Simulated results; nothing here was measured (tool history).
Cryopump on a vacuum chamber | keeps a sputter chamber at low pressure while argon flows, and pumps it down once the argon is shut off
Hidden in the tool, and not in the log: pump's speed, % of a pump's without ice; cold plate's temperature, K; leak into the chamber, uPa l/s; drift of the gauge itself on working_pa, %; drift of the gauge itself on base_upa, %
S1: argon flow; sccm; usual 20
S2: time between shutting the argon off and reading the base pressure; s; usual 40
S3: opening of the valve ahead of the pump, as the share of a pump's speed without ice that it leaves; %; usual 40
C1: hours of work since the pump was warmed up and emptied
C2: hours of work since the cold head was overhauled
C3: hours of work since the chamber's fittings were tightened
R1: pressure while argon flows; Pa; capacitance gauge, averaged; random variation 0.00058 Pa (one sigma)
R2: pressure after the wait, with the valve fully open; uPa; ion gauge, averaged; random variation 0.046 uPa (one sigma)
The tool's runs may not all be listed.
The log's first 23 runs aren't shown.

Run 24, hour 602: usual settings but S2 28 s, S3 17 %; C1 390; C2 390; C3 2078. Result: R1 0.1862 Pa, R2 5.2 uPa.
Run 25, hour 625.1: usual settings but S1 37 sccm, S2 28 s, S3 17 %; C1 403; C2 403; C3 2091. Result: R1 0.3435 Pa, R2 5.16 uPa.
At hour 633: pump warmed up, emptied and cooled again.
Run 26, hour 653.4: usual settings but S1 37 sccm, S2 28 s, S3 17 %; C1 12; C2 417; C3 2105. Result: R1 0.3329 Pa, R2 4.75 uPa.
Run 27, hour 689.7: usual settings but S1 34 sccm, S2 93 s, S3 17 %; C1 33; C2 438; C3 2126. Result: R1 0.3027 Pa, R2 2.36 uPa.
Run 28, hour 722.5: usual settings but S1 34 sccm, S2 93 s, S3 17 %; C1 53; C2 458; C3 2146. Result: R1 0.3022 Pa, R2 2.36 uPa.
Run 29, hour 752.1: usual settings but S1 18 sccm, S2 244 s, S3 17 %; C1 70; C2 475; C3 2163. Result: R1 0.1611 Pa, R2 1.74 uPa.
Run 30, hour 777.5: usual settings but S2 44 s, S3 18 %; C1 85; C2 490; C3 2178. Result: R1 0.1703 Pa, R2 3.63 uPa.
Run 31, hour 805.2: usual settings but S2 57 s; C1 101; C2 506; C3 2194. Result: R1 0.0783 Pa, R2 3.16 uPa.
Run 32, hour 844.9: usual settings but S1 37 sccm, S2 117 s, S3 47 %; C1 125; C2 530; C3 2218. Result: R1 0.1246 Pa, R2 2.32 uPa.
Run 33, hour 862.7: usual settings but S1 37 sccm, S2 117 s, S3 47 %; C1 135; C2 540; C3 2228. Result: R1 0.1226 Pa, R2 2.28 uPa.

4 ways to go on from here, each from the tool as it stands after run 33. What would each give?
Run A, hour 881.9: usual settings but S1 30 sccm, S2 116 s, S3 47 %; C1 147; C2 552; C3 2239. Result: R1 ?, R2 ?.
Run B, hour 881.9: usual settings but S3 38 %; C1 147; C2 552; C3 2239. Result: R1 ?, R2 ?.
Run C, hour 881.9: usual settings but S1 37 sccm, S2 145 s, S3 26 %; C1 147; C2 552; C3 2239. Result: R1 ?, R2 ?.
Run D, hour 881.9: usual settings but S1 37 sccm, S2 117 s, S3 56 %; C1 147; C2 552; C3 2239. Result: R1 ?, R2 ?.

run      R1    R2
  A   0.101   2.3
  B  0.0827  3.93
  C  0.2211  2.24
  D  0.1052  2.36
Without the tool's hidden state the same runs would have given:
run      R1    R2
  A  0.0962   1.1
  B  0.0795  2.73
  C  0.2152  0.98
  D  0.0994  1.13

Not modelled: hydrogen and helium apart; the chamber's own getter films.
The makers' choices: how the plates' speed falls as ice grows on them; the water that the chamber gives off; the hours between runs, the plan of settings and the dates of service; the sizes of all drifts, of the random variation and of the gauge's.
